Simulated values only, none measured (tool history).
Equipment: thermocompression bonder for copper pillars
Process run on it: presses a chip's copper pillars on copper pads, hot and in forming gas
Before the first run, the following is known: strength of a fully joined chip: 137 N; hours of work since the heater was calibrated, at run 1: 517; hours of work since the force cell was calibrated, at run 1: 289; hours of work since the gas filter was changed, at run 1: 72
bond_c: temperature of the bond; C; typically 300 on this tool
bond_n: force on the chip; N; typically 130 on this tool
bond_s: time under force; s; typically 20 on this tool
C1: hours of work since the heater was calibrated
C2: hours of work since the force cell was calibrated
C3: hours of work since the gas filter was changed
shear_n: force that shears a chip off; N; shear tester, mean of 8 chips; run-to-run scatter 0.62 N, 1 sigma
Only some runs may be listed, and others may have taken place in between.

Run 1, hour 0: usual settings; C1 517; C2 289; C3 72. Result: shear_n 57.1 N.
Run 2, hour 13.4: usual settings; C1 525; C2 297; C3 80. Result: shear_n 56.2 N.
Run 3, hour 22.7: usual settings; C1 530; C2 302; C3 86. Result: shear_n 55.4 N.
Run 4, hour 33.1: usual settings; C1 536; C2 309; C3 92. Result: shear_n 55.1 N.
Run 5, hour 45.6: usual settings; C1 544; C2 316; C3 99. Result: shear_n 55.3 N.
Run 6, hour 55.6: usual settings; C1 550; C2 322; C3 105. Result: shear_n 56 N.
Run 7, hour 70.5: usual settings; C1 558; C2 331; C3 114. Result: shear_n 54.7 N.
Run 8, hour 88.9: usual settings but bond_s 42 s; C1 569; C2 342; C3 125. Result: shear_n 71.5 N.
Run 9, hour 97.5: usual settings; C1 574; C2 347; C3 130. Result: shear_n 55.4 N.
Run 10, hour 105.5: usual settings; C1 579; C2 352; C3 135. Result: shear_n 54.8 N.
Run 11, hour 121.6: usual settings; C1 589; C2 361; C3 145. Result: shear_n 55.9 N.
At hour 133.1: heater calibrated with a thermocouple chip.
Run 12, hour 133.5: usual settings; C1 0; C2 367; C3 150. Result: shear_n 65.2 N.
Run 13, hour 150.9: usual settings; C1 11; C2 377; C3 161. Result: shear_n 65.2 N.
Run 14, hour 161.2: usual settings; C1 17; C2 383; C3 167. Result: shear_n 65 N.
Run 15, hour 174: usual settings; C1 24; C2 391; C3 174. Result: shear_n 64.7 N.
Run 16, hour 192.4: usual settings but bond_s 25 s; C1 35; C2 402; C3 185. Result: shear_n 68.3 N.
Run 17, hour 207.9: usual settings; C1 44; C2 411; C3 195. Result: shear_n 63.3 N.
Run 18, hour 217.8: usual settings; C1 50; C2 417; C3 200. Result: shear_n 63.7 N.
Run 19, hour 236: usual settings but bond_n 116 N; C1 61; C2 428; C3 211. Result: shear_n 57.6 N.
Run 20, hour 248.4: usual settings but bond_n 116 N; C1 68; C2 435; C3 219. Result: shear_n 58.2 N.
Run 21, hour 255.9: usual settings but bond_n 116 N; C1 73; C2 440; C3 223. Result: shear_n 57.2 N.
Run 22, hour 269.8: usual settings but bond_c 277 C, bond_n 101 N; C1 81; C2 448; C3 231. Result: shear_n 37.4 N.
Run 23, hour 284.9: usual settings but bond_c 311 C, bond_n 143 N, bond_s 23 s; C1 90; C2 457; C3 240. Result: shear_n 80.1 N.
Run 24, hour 302.8: usual settings but bond_c 310 C, bond_n 99 N, bond_s 23 s; C1 101; C2 467; C3 251. Result: shear_n 58.3 N.
Run 25, hour 310.4: usual settings but bond_c 310 C, bond_n 151 N, bond_s 18 s; C1 105; C2 472; C3 255. Result: shear_n 75.5 N.
Run 26, hour 322.2: usual settings but bond_c 289 C, bond_s 32 s; C1 112; C2 479; C3 262. Result: shear_n 64.1 N.
Run 27, hour 337.4: usual settings but bond_c 289 C, bond_s 32 s; C1 121; C2 488; C3 271. Result: shear_n 66.1 N.
Run 28, hour 344.8: usual settings but bond_c 289 C, bond_s 32 s; C1 126; C2 492; C3 276. Result: shear_n 63.7 N.
Run 29, hour 358.3: usual settings but bond_c 289 C, bond_s 32 s; C1 134; C2 500; C3 284. Result: shear_n 64.7 N.

For run 30, what comes out?
Run 30, hour 373.8: usual settings but bond_c 290 C, bond_n 95 N, bond_s 23 s; C1 143; C2 510; C3 293. Result: shear_n ?.

Run 30 came out at shear_n 43.8 N.
Minus the tool's unlogged condition, the same run would have read shear_n 45.2 N.

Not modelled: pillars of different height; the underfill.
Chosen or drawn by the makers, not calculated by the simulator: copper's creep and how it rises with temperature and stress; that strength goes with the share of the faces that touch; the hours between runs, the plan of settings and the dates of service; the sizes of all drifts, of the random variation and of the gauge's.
